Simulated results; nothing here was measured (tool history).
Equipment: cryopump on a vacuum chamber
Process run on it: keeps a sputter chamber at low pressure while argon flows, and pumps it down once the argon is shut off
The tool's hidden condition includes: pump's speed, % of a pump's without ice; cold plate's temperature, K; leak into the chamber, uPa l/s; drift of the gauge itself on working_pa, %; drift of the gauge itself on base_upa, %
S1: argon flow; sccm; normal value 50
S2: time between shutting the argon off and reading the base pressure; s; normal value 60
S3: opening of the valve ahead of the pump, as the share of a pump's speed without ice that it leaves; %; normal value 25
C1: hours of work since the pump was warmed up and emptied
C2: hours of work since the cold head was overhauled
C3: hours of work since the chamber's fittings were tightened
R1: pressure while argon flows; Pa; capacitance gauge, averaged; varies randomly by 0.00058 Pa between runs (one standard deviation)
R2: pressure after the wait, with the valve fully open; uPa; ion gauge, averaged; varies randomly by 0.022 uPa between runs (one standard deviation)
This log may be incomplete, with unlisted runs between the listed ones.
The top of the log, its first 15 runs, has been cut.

run	day	S1	S2	S3	C1	C2	C3	R1	R2
16	23.692	50	60	25	867	867	524	0.1491	0.74
17	25.188	50	60	25	883	883	540	0.1476	0.74
18	27.350	50	60	25	907	907	563	0.1484	0.77
19	28.488	38	60	25	919	919	575	0.1128	0.83
20	29.554	36	60	40	930	930	587	0.0695	0.83
21	30.762	91	125	21	944	944	600	0.3177	0.55
22	32.567	91	125	21	963	963	620	0.3191	0.60
23	33.821	27	60	18	977	977	633	0.1087	0.82
24	35.658	27	21	18	996	996	653	0.1088	1.65
25	37.396	66	26	18	1015	1015	672	0.2694	1.45
26	38.325	33	103	24	1025	1025	682	0.1026	0.65
27	40.129	33	103	24	1045	1045	701	0.1032	0.65
28	41.608	33	103	24	1061	1061	717	0.1025	0.61
29	42.996	33	103	24	1076	1076	732	0.1037	0.69
30	45.138	91	37	25	1099	1099	756	0.2734	1.14
# day 47.267: pump warmed up, emptied and cooled again
31	47.312	49	285	25	0	1120	777	0.1369	0.38
32	48.658	64	32	15	15	1135	791	0.2968	1.22
33	49.696	64	32	23	26	1146	803	0.1948	1.25
34	51.321	37	165	30	44	1164	820	0.0867	0.50

Branching from run 34: 4 alternative next runs. What would each branch give?
A	53.142	91	299	49	64	1183	840	?	?
B	53.142	25	60	25	64	1183	840	?	?
C	53.142	50	239	25	64	1183	840	?	?
D	53.142	47	40	21	64	1183	840	?	?

run	R1	R2
A	0.1305	0.39
B	0.0705	0.78
C	0.1412	0.38
D	0.1568	1.01
Without the tool's unlogged condition, the same runs would have read:
run	R1	R2
A	0.1290	0.22
B	0.0701	0.61
C	0.1403	0.22
D	0.1559	0.85
